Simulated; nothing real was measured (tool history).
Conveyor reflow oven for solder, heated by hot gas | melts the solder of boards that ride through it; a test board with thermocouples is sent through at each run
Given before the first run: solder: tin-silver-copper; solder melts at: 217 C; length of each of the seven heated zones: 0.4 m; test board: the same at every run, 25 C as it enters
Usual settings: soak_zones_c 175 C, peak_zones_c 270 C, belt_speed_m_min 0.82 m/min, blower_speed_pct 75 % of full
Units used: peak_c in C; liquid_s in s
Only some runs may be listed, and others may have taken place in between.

run    hour  soak_zones_c  peak_zones_c  belt_speed_m_min  blower_speed_pct  peak_c  liquid_s
  1       0           175           270              0.82                75   254.1      44.5
  2    40.3           175           270              0.82                75   253.6      44.9
  3    80.6           175           270              0.82                54   246.7      38.2
  4   129.6           175           270              0.82                54   246.3      38.4
      149.5  -- flux residue cleaned out of gas plates and filters
  5   162.3           175           270              0.82                74   253.4      44.7
  6     214           175           270              0.82                52   245.4      38.3
  7   255.3           175           270              0.82                75     254      44.3
  8   296.6           175           270              0.82                75   253.7      44.3
  9   333.2           175           270              0.82                75   253.7      44.8
 10   376.5           175           270              0.82                75   254.6        45
 11   408.8           175           270              0.82                75   254.4      45.7
      419.8  -- belt drive overhauled, speed set with a stopwatch
 12   439.1           175           270              0.82                75     254      44.3
 13   472.5           175           270              0.82                75   253.5      44.8
      514.3  -- flux residue cleaned out of gas plates and filters
 14     534           175           270              0.82                75   252.3      44.2
      552.6  -- thermocouples of zones 6 and 7 changed
 15   577.3           175           270              0.82                75   253.3      44.2
 16   629.3           175           266              0.82                56   244.5      36.1
 17   662.1           175           266              0.82                56   243.1      36.6
 18   697.8           175           266              0.82                56   243.7      37.6
 19   731.8           175           280             0.943                56   248.9      34.1
 20   776.9           175           277             0.943                65   250.4        35
 21   830.1           175           270             0.739                76   256.8      51.8
 22   855.7           175           270             0.662                75   259.8        60
      878.7  -- flux residue cleaned out of gas plates and filters
 23   889.6           164           262             0.842                57   237.1      28.1
 24   918.9           177           270             0.903                85   253.2      41.4
 25   953.2           172           278             0.886                66   253.9      39.3
 26    1000           178           258              0.82                75   243.5      39.4
 27  1054.4           168           279             0.717                84     266      57.8
 28  1098.2           168           261             0.867                84   244.7      35.1
 29  1125.4           172           261             0.755                76   247.3      44.7

Each row is a separate what-if for the run after 29, all from the same tool condition, not one after another. Results?
  A  1172.4           172           261             0.755                74       ?         ?
  B  1172.4           175           283              0.82                75       ?         ?
  C  1172.4           183           270             0.843                75       ?         ?

run  peak_c  liquid_s
  A   247.5      44.3
  B   264.4      49.7
  C   254.1      45.5
The same runs, with their run-to-run variation unchanged, on a tool lacking any hidden condition would have given:
run  peak_c  liquid_s
  A   247.5      44.2
  B   264.4      49.6
  C   254.1      45.5
